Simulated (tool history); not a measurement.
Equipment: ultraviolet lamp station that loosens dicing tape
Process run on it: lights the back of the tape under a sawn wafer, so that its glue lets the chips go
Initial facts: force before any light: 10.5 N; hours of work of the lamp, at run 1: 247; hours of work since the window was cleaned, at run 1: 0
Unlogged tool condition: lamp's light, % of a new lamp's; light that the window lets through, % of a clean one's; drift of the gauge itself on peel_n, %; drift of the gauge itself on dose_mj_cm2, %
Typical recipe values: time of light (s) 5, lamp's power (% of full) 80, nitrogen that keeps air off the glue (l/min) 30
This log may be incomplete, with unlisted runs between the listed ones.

run,hour,time of light (s),lamp's power (% of full),nitrogen that keeps air off the glue (l/min),hours of work of the lamp,hours of work since the window was cleaned,force that peels the tape off (N),light that reached the tape (mJ/cm2)
1,0,5,80,30,247,0,0.542,270
2,12.3,5,80,30,254,7,0.547,268
3,24.6,5,80,30,261,14,0.533,271
4,39.7,5,80,30,269,22,0.529,266
5,50.8,5,80,30,275,28,0.54,265
6,66.1,5,80,30,284,37,0.526,263
# hour 68.3: window cleaned of glue's vapour
7,84.4,5,80,22,294,9,0.737,260
8,104.5,4,76,45,305,20,0.779,196
9,119.7,4,76,45,313,29,0.746,197
10,136.8,4,61,14,323,38,2.646,158
# hour 145.8: window cleaned of glue's vapour, once more
11,149.1,4,61,14,329,2,2.511,161
12,169.9,3,85,30,341,13,1.449,165

Below are 3 alternative next runs, each starting from the tool's condition after run 12. Predict each:
A,187.4,5,84,30,351,23,?,?
B,187.4,10,93,34,351,23,?,?
C,187.4,3,88,47,351,23,?,?

run,force that peels the tape off (N),light that reached the tape (mJ/cm2)
A,0.5,274
B,0.153,609
C,1.029,172
Stripped of hidden state, with their random variation kept, the same runs would have yielded:
run,force that peels the tape off (N),light that reached the tape (mJ/cm2)
A,0.366,313
B,0.15,695
C,0.769,197

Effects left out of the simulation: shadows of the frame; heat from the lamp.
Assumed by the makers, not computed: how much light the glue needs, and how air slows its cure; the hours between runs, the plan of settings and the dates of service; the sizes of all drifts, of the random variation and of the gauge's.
